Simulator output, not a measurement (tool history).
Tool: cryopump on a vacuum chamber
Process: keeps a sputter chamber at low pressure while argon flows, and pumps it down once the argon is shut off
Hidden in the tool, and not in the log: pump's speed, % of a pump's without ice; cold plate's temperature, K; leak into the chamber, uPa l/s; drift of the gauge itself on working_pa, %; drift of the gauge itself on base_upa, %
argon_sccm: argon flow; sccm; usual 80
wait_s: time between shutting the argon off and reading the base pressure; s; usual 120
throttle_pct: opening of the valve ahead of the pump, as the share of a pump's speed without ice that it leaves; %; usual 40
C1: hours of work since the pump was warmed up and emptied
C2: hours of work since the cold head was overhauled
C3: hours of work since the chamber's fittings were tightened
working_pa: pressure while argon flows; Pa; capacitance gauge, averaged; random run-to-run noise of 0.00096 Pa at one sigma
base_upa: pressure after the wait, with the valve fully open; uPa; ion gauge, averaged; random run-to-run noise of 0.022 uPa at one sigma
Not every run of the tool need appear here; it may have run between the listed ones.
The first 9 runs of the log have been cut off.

run 10 hour=731.2 | argon_sccm=80 wait_s=120 throttle_pct=21 | C1=522 C2=3513 C3=859 | working_pa=0.403 base_upa=1.42
run 11 hour=817.5 | argon_sccm=80 wait_s=35 throttle_pct=40 | C1=584 C2=3575 C3=921 | working_pa=0.2234 base_upa=2.75
run 12 hour=892.6 | argon_sccm=80 wait_s=35 throttle_pct=40 | C1=637 C2=3628 C3=974 | working_pa=0.2228 base_upa=2.79
run 13 hour=957.8 | argon_sccm=80 wait_s=35 throttle_pct=40 | C1=684 C2=3675 C3=1021 | working_pa=0.2257 base_upa=2.87
run 14 hour=1058.5 | argon_sccm=80 wait_s=120 throttle_pct=40 | C1=756 C2=3747 C3=1093 | working_pa=0.2274 base_upa=1.72
run 15 hour=1153.7 | argon_sccm=103 wait_s=120 throttle_pct=40 | C1=824 C2=3815 C3=1161 | working_pa=0.2969 base_upa=1.81
run 16 hour=1249.6 | argon_sccm=103 wait_s=120 throttle_pct=40 | C1=892 C2=3883 C3=1229 | working_pa=0.2989 base_upa=1.95
-- hour=1304.7 pump warmed up, emptied and cooled again
run 17 hour=1361.5 | argon_sccm=103 wait_s=120 throttle_pct=40 | C1=41 C2=3960 C3=1306 | working_pa=0.2706 base_upa=1.62
run 18 hour=1439.4 | argon_sccm=103 wait_s=120 throttle_pct=40 | C1=96 C2=4015 C3=1361 | working_pa=0.2695 base_upa=1.7
run 19 hour=1539.4 | argon_sccm=103 wait_s=51 throttle_pct=42 | C1=168 C2=4087 C3=1433 | working_pa=0.2604 base_upa=2.46

For run 20, what comes out?
run 20 hour=1649.4 | argon_sccm=75 wait_s=104 throttle_pct=42 | C1=246 C2=4165 C3=1511 | working_pa=? base_upa=?

Run 20 gave working_pa 0.1914 Pa, base_upa 1.97 uPa.
With the hidden condition absent and the run-to-run variation left alone, this run would have shown working_pa 0.1826 Pa, base_upa 0.75 uPa.

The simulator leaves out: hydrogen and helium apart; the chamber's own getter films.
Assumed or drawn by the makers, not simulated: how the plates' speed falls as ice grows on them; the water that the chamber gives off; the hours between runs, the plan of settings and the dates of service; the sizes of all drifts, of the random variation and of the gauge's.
